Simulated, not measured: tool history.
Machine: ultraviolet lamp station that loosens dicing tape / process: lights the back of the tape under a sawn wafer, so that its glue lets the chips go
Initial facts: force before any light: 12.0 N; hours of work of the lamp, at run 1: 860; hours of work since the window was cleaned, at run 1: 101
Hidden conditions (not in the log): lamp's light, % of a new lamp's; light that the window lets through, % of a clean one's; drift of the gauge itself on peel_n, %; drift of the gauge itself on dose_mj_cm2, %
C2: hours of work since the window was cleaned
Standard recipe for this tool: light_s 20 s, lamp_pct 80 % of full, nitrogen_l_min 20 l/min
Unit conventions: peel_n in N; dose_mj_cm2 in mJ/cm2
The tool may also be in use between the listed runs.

run 1 hour=0 | light_s=20 lamp_pct=80 nitrogen_l_min=20 | hours_of_work_of_the_lamp=860 C2=101 | peel_n=2.27 dose_mj_cm2=180
run 2 hour=23.4 | light_s=20 lamp_pct=80 nitrogen_l_min=20 | hours_of_work_of_the_lamp=877 C2=119 | peel_n=2.3 dose_mj_cm2=182
run 3 hour=65 | light_s=20 lamp_pct=80 nitrogen_l_min=20 | hours_of_work_of_the_lamp=908 C2=150 | peel_n=2.397 dose_mj_cm2=179
run 4 hour=106.6 | light_s=20 lamp_pct=80 nitrogen_l_min=20 | hours_of_work_of_the_lamp=940 C2=181 | peel_n=2.407 dose_mj_cm2=176
run 5 hour=139 | light_s=11 lamp_pct=80 nitrogen_l_min=20 | hours_of_work_of_the_lamp=964 C2=205 | peel_n=4.984 dose_mj_cm2=96
-- hour=151.7 lamp changed
run 6 hour=159.2 | light_s=12 lamp_pct=80 nitrogen_l_min=20 | hours_of_work_of_the_lamp=6 C2=220 | peel_n=3.142 dose_mj_cm2=145
run 7 hour=196.6 | light_s=12 lamp_pct=80 nitrogen_l_min=20 | hours_of_work_of_the_lamp=34 C2=248 | peel_n=3.214 dose_mj_cm2=141
run 8 hour=223.2 | light_s=21 lamp_pct=80 nitrogen_l_min=20 | hours_of_work_of_the_lamp=53 C2=267 | peel_n=1.308 dose_mj_cm2=249
run 9 hour=265.5 | light_s=20 lamp_pct=80 nitrogen_l_min=20 | hours_of_work_of_the_lamp=85 C2=299 | peel_n=1.499 dose_mj_cm2=229
-- hour=297.2 window cleaned of glue's vapour
run 10 hour=303 | light_s=20 lamp_pct=80 nitrogen_l_min=20 | hours_of_work_of_the_lamp=113 C2=4 | peel_n=1.674 dose_mj_cm2=217
run 11 hour=322.5 | light_s=20 lamp_pct=80 nitrogen_l_min=20 | hours_of_work_of_the_lamp=127 C2=19 | peel_n=1.779 dose_mj_cm2=216
run 12 hour=362.3 | light_s=20 lamp_pct=80 nitrogen_l_min=20 | hours_of_work_of_the_lamp=157 C2=49 | peel_n=1.747 dose_mj_cm2=216
run 13 hour=398.8 | light_s=20 lamp_pct=68 nitrogen_l_min=20 | hours_of_work_of_the_lamp=184 C2=76 | peel_n=2.433 dose_mj_cm2=180
run 14 hour=436 | light_s=20 lamp_pct=80 nitrogen_l_min=20 | hours_of_work_of_the_lamp=212 C2=104 | peel_n=1.885 dose_mj_cm2=206
run 15 hour=454 | light_s=20 lamp_pct=80 nitrogen_l_min=20 | hours_of_work_of_the_lamp=226 C2=117 | peel_n=1.904 dose_mj_cm2=203
run 16 hour=485.6 | light_s=20 lamp_pct=80 nitrogen_l_min=20 | hours_of_work_of_the_lamp=249 C2=141 | peel_n=1.887 dose_mj_cm2=199
-- hour=490.5 window cleaned of glue's vapour, once more
run 17 hour=526.9 | light_s=20 lamp_pct=80 nitrogen_l_min=20 | hours_of_work_of_the_lamp=280 C2=27 | peel_n=1.573 dose_mj_cm2=234
run 18 hour=557.4 | light_s=20 lamp_pct=80 nitrogen_l_min=20 | hours_of_work_of_the_lamp=302 C2=50 | peel_n=1.568 dose_mj_cm2=230
run 19 hour=585.1 | light_s=20 lamp_pct=72 nitrogen_l_min=20 | hours_of_work_of_the_lamp=323 C2=71 | peel_n=1.953 dose_mj_cm2=201
run 20 hour=614.4 | light_s=20 lamp_pct=72 nitrogen_l_min=20 | hours_of_work_of_the_lamp=345 C2=93 | peel_n=2.003 dose_mj_cm2=200
run 21 hour=635.4 | light_s=20 lamp_pct=72 nitrogen_l_min=20 | hours_of_work_of_the_lamp=361 C2=108 | peel_n=2 dose_mj_cm2=199
run 22 hour=671.4 | light_s=13 lamp_pct=64 nitrogen_l_min=32 | hours_of_work_of_the_lamp=388 C2=135 | peel_n=3.503 dose_mj_cm2=117
run 23 hour=695.5 | light_s=16 lamp_pct=80 nitrogen_l_min=7 | hours_of_work_of_the_lamp=406 C2=153 | peel_n=4.125 dose_mj_cm2=173
run 24 hour=730.4 | light_s=14 lamp_pct=89 nitrogen_l_min=22 | hours_of_work_of_the_lamp=432 C2=179 | peel_n=2.455 dose_mj_cm2=171
run 25 hour=765.7 | light_s=14 lamp_pct=89 nitrogen_l_min=22 | hours_of_work_of_the_lamp=458 C2=206 | peel_n=2.6 dose_mj_cm2=161
run 26 hour=800.7 | light_s=11 lamp_pct=66 nitrogen_l_min=8 | hours_of_work_of_the_lamp=484 C2=232 | peel_n=6.448 dose_mj_cm2=93
run 27 hour=841.2 | light_s=11 lamp_pct=82 nitrogen_l_min=16 | hours_of_work_of_the_lamp=515 C2=262 | peel_n=4.635 dose_mj_cm2=113
run 28 hour=866.9 | light_s=15 lamp_pct=97 nitrogen_l_min=8 | hours_of_work_of_the_lamp=534 C2=281 | peel_n=3.796 dose_mj_cm2=183
run 29 hour=896.5 | light_s=15 lamp_pct=97 nitrogen_l_min=8 | hours_of_work_of_the_lamp=556 C2=303 | peel_n=3.685 dose_mj_cm2=179
-- hour=921 window cleaned of glue's vapour
run 30 hour=937.8 | light_s=15 lamp_pct=97 nitrogen_l_min=8 | hours_of_work_of_the_lamp=586 C2=13 | peel_n=3.689 dose_mj_cm2=185
run 31 hour=968.2 | light_s=11 lamp_pct=94 nitrogen_l_min=14 | hours_of_work_of_the_lamp=609 C2=35 | peel_n=4.292 dose_mj_cm2=130
run 32 hour=997.8 | light_s=16 lamp_pct=94 nitrogen_l_min=10 | hours_of_work_of_the_lamp=631 C2=57 | peel_n=3.319 dose_mj_cm2=187
run 33 hour=1026.9 | light_s=16 lamp_pct=94 nitrogen_l_min=10 | hours_of_work_of_the_lamp=653 C2=79 | peel_n=3.314 dose_mj_cm2=186
run 34 hour=1045.8 | light_s=16 lamp_pct=94 nitrogen_l_min=10 | hours_of_work_of_the_lamp=667 C2=93 | peel_n=3.328 dose_mj_cm2=183
run 35 hour=1073.5 | light_s=18 lamp_pct=88 nitrogen_l_min=36 | hours_of_work_of_the_lamp=688 C2=114 | peel_n=1.497 dose_mj_cm2=191
run 36 hour=1107.9 | light_s=26 lamp_pct=84 nitrogen_l_min=23 | hours_of_work_of_the_lamp=713 C2=140 | peel_n=1.057 dose_mj_cm2=262
run 37 hour=1136.5 | light_s=20 lamp_pct=80 nitrogen_l_min=6 | hours_of_work_of_the_lamp=735 C2=161 | peel_n=4.034 dose_mj_cm2=184
run 38 hour=1160.8 | light_s=20 lamp_pct=80 nitrogen_l_min=6 | hours_of_work_of_the_lamp=753 C2=179 | peel_n=4.088 dose_mj_cm2=184
run 39 hour=1180.9 | light_s=20 lamp_pct=80 nitrogen_l_min=6 | hours_of_work_of_the_lamp=768 C2=194 | peel_n=4.224 dose_mj_cm2=184
run 40 hour=1214.4 | light_s=30 lamp_pct=98 nitrogen_l_min=7 | hours_of_work_of_the_lamp=793 C2=219 | peel_n=1.625 dose_mj_cm2=333
run 41 hour=1250.1 | light_s=30 lamp_pct=98 nitrogen_l_min=7 | hours_of_work_of_the_lamp=820 C2=246 | peel_n=1.759 dose_mj_cm2=332
run 42 hour=1286.1 | light_s=10 lamp_pct=94 nitrogen_l_min=6 | hours_of_work_of_the_lamp=847 C2=273 | peel_n=6.644 dose_mj_cm2=101

Describe how what the log doesn't record of the tool's condition differs between the last listed run preceding each entry between runs and the first listed run following it.
Logged between run 5 and run 6: lamp changed (hour 151.7)
  lamp's light, % of a new lamp's: 69.6 -> 98.4; light that the window lets through, % of a clean one's: 95.1 -> 94.8
  measured less the result without the state, peel_n: +1.756 -> +0.278 N; dose_mj_cm2: -48 -> -11 mJ/cm2
Logged between run 9 and run 10: window cleaned of glue's vapour (hour 297.2)
  lamp's light, % of a new lamp's: 95.8 -> 94.8; light that the window lets through, % of a clean one's: 93.3 -> 88.1
  measured less the result without the state, peel_n: +0.305 -> +0.501 N; dose_mj_cm2: -27 -> -43 mJ/cm2
Logged between run 16 and run 17: window cleaned of glue's vapour, once more (hour 490.5)
  lamp's light, % of a new lamp's: 90.5 -> 89.5; light that the window lets through, % of a clean one's: 85.5 -> 99.4
  measured less the result without the state, peel_n: +0.735 -> +0.329 N; dose_mj_cm2: -59 -> -29 mJ/cm2
Logged between run 29 and run 30: window cleaned of glue's vapour (hour 921)
  lamp's light, % of a new lamp's: 80.6 -> 79.6; light that the window lets through, % of a clean one's: 94.3 -> 99.3
  measured less the result without the state, peel_n: +1.099 -> +0.976 N; dose_mj_cm2: -56 -> -49 mJ/cm2
